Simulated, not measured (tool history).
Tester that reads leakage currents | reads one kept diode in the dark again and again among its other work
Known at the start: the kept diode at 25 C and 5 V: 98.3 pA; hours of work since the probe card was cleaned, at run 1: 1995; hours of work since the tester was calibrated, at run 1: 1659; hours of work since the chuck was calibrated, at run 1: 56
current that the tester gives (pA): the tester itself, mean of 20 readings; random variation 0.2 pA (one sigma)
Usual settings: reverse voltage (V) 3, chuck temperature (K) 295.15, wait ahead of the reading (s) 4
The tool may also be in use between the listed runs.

run    hour  reverse voltage (V)  chuck temperature (K)  wait ahead of the reading (s)  hours of work since the probe card was cleaned  hours of work since the tester was calibrated  hours of work since the chuck was calibrated  current that the tester gives (pA)
  1       0                    3                 295.15                              4                                            1995                                           1659                                            56                                64.5
  2    69.5                    3                 295.15                              4                                            2027                                           1691                                            88                               64.81
  3   167.3                    3                 296.15                              4                                            2073                                           1736                                           133                                69.2
  4   269.9                    3                 295.15                              4                                            2121                                           1784                                           181                               64.82
  5   321.8                    3                 295.15                              4                                            2145                                           1808                                           205                                64.7
  6   370.9                    3                 295.15                              4                                            2168                                           1831                                           228                               64.62
  7   442.8                    3                 295.15                           2.27                                            2201                                           1865                                           262                               64.65
  8   499.4                    3                 295.15                           0.68                                            2227                                           1891                                           288                               65.44
  9   547.9                    3                 295.15                           0.68                                            2250                                           1914                                           311                               64.91
 10   654.8                    3                 295.15                           9.64                                            2300                                           1963                                           360                               64.49
 11   724.3                 6.42                 295.15                              4                                            2332                                           1996                                           393                               87.71
 12   807.4                    3                 295.15                              4                                            2371                                           2034                                           431                               64.71
 13   862.2                    3                 295.15                              4                                            2396                                           2060                                           457                               64.05
 14   914.6                    3                 295.15                              4                                            2421                                           2084                                           481                               64.45
     1004.6  -- chuck's temperature calibrated
 15  1008.4                    3                 295.15                              4                                            2463                                           2127                                             2                                64.5
 16    1108                    3                 295.15                              4                                            2510                                           2173                                            48                               64.75
 17  1186.9                    3                 294.15                           4.34                                            2547                                           2210                                            85                                  60
 18  1249.1                 1.05                 295.15                           3.52                                            2575                                           2239                                           114                               42.45
 19  1301.3                15.35                 301.15                           2.24                                            2600                                           2263                                           138                              192.44
 20  1388.2                 5.85                 331.15                           1.91                                            2640                                           2304                                           179                              882.79
 21  1439.3                 3.48                 297.15                              6                                            2664                                           2327                                           202                               79.01
 22    1486                 3.48                 297.15                              6                                            2686                                           2349                                           224                               78.61
 23  1554.3                 3.48                 297.15                              6                                            2717                                           2381                                           256                               79.56
 24  1617.7                 5.44                 298.15                              4                                            2747                                           2410                                           285                               102.1
 25    1703                12.22                 309.15                           0.88                                            2787                                           2450                                           325                              305.01
 26  1749.2                 3.36                 315.15                           1.74                                            2808                                           2472                                           347                               265.5
 27  1818.4                 2.24                 301.15                           4.32                                            2840                                           2504                                           379                               88.16
 28  1886.1                 2.24                 301.15                           4.32                                            2872                                           2535                                           410                               88.17
       1951  -- probe card cleaned and baked
 29  1952.4                 3.65                 295.15                              4                                               1                                           2565                                           440                               69.65
 30  2023.2                 3.65                 299.15                            5.8                                              34                                           2598                                           473                               93.14
 31  2122.2                 3.65                 298.15                            5.8                                              80                                           2644                                           519                               86.97
     2132.1  -- chuck's temperature calibrated
 32  2207.9                 4.03                 305.15                           1.04                                             119                                           2683                                            35                              148.49

Some steps in current that the tester gives (pA) between neighbouring runs. How much of each would the tool show without its hidden state too (settings, what came in, random variation), and how much is left for the hidden state, with any gauge scatter that isn't in both results?
The hidden state here: stray current of the dirty probe card, pA a volt; current scale over the true one, %; true chuck temperature over the reading, C; drift of the gauge itself on leakage_pa, %.
Run 19 -> 20: reverse voltage (V) 15.35 -> 5.85, chuck temperature (K) 301.15 -> 331.15, wait ahead of the reading (s) 2.24 -> 1.91. current that the tester gives (pA) +690.35: hidden state -0.62, all else +690.97.
Run 20 -> 21: reverse voltage (V) 5.85 -> 3.48, chuck temperature (K) 331.15 -> 297.15, wait ahead of the reading (s) 1.91 -> 6. current that the tester gives (pA) -803.78: hidden state +0.49, all else -804.27.
Run 24 -> 25: reverse voltage (V) 5.44 -> 12.22, chuck temperature (K) 298.15 -> 309.15, wait ahead of the reading (s) 4 -> 0.88. current that the tester gives (pA) +202.91: hidden state -0.12, all else +203.03.
Run 26 -> 27: reverse voltage (V) 3.36 -> 2.24, chuck temperature (K) 315.15 -> 301.15, wait ahead of the reading (s) 1.74 -> 4.32. current that the tester gives (pA) -177.34: hidden state +0.17, all else -177.51.

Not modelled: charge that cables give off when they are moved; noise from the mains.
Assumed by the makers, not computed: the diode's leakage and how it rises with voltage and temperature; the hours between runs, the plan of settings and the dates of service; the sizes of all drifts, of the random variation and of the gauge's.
